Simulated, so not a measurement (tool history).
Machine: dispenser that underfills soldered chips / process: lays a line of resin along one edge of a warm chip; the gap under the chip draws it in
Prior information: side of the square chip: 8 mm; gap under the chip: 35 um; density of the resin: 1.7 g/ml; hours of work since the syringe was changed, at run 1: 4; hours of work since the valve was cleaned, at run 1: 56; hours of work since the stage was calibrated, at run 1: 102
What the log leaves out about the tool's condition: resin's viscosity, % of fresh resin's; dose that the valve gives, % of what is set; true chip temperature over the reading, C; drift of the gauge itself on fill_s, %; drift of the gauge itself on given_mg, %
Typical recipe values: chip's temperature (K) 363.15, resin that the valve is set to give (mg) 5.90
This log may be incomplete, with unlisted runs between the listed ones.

run   hour  chip's temperature (K)  resin that the valve is set to give (mg)  hours of work since the syringe was changed  hours of work since the valve was cleaned  hours of work since the stage was calibrated  time until the resin shows at the far edge (s)  resin that the valve gave (mg)
  1    0.0                  363.15                                      5.90                                            4                                         56                                           102                                           105.5                            5.72
       4.6  -- new syringe of resin
  2    9.3                  363.15                                      5.90                                            3                                         62                                           109                                           102.1                            5.70
      14.9  -- new syringe of resin
  3   18.2                  363.15                                      5.90                                            2                                         68                                           114                                            94.4                            5.48
  4   23.1                  363.15                                      5.90                                            6                                         71                                           118                                           119.8                            5.63
      25.4  -- new syringe of resin
  5   33.2                  363.15                                      5.90                                            5                                         78                                           125                                           122.8                            5.49
      36.2  -- new syringe of resin
  6   39.8                  363.15                                      5.90                                            3                                         82                                           129                                            96.1                            5.58
      46.8  -- new syringe of resin
  7   50.3                  363.15                                      5.90                                            2                                         89                                           136                                            96.2                            5.57
      57.3  -- new syringe of resin
  8   57.3                  363.15                                      5.90                                            0                                         94                                           140                                            81.2                            5.55
  9   64.5                  363.15                                      5.90                                            5                                         99                                           145                                           117.8                            5.43
      67.9  -- new syringe of resin
 10   70.4                  363.15                                      5.90                                            2                                        103                                           149                                            91.1                            5.56
      78.6  -- new syringe of resin
 11   81.0                  363.15                                      5.90                                            2                                        110                                           156                                            92.8                            5.42
      89.0  -- new syringe of resin
 12   89.8                  363.15                                      6.43                                            1                                        116                                           162                                            82.5                            5.91
      95.9  -- dispensing valve cleaned and set on the balance
 13   98.8                  373.15                                      5.90                                            6                                          2                                           167                                            82.5                            5.85
     100.8  -- new syringe of resin
 14  105.9                  371.15                                      5.90                                            3                                          7                                           172                                            75.9                            5.87
     111.0  -- new syringe of resin
 15  115.3                  371.15                                      5.90                                            3                                         13                                           178                                            71.9                            5.89
 16  119.5                  373.15                                      5.90                                            6                                         16                                           181                                            82.2                            5.91
     121.5  -- new syringe of resin
 17  125.1                  352.15                                      7.27                                            2                                         19                                           185                                           155.6                            7.11
     132.0  -- new syringe of resin
 18  132.5                  352.15                                      7.27                                            0                                         24                                           190                                           136.8                            7.08

Run 19 comes next. What will it give?
     142.3  -- new syringe of resin
 19  143.0                  376.15                                      6.87                                            0                                         31                                           197                                               ?                               ?

{"run 19": {"time until the resin shows at the far edge (s)": 49.5, "resin that the valve gave (mg)": 6.69}}
Were there no unlogged condition in the tool, this run, its random variation unchanged, would have produced time until the resin shows at the far edge (s) 45.7, resin that the valve gave (mg) 6.86.

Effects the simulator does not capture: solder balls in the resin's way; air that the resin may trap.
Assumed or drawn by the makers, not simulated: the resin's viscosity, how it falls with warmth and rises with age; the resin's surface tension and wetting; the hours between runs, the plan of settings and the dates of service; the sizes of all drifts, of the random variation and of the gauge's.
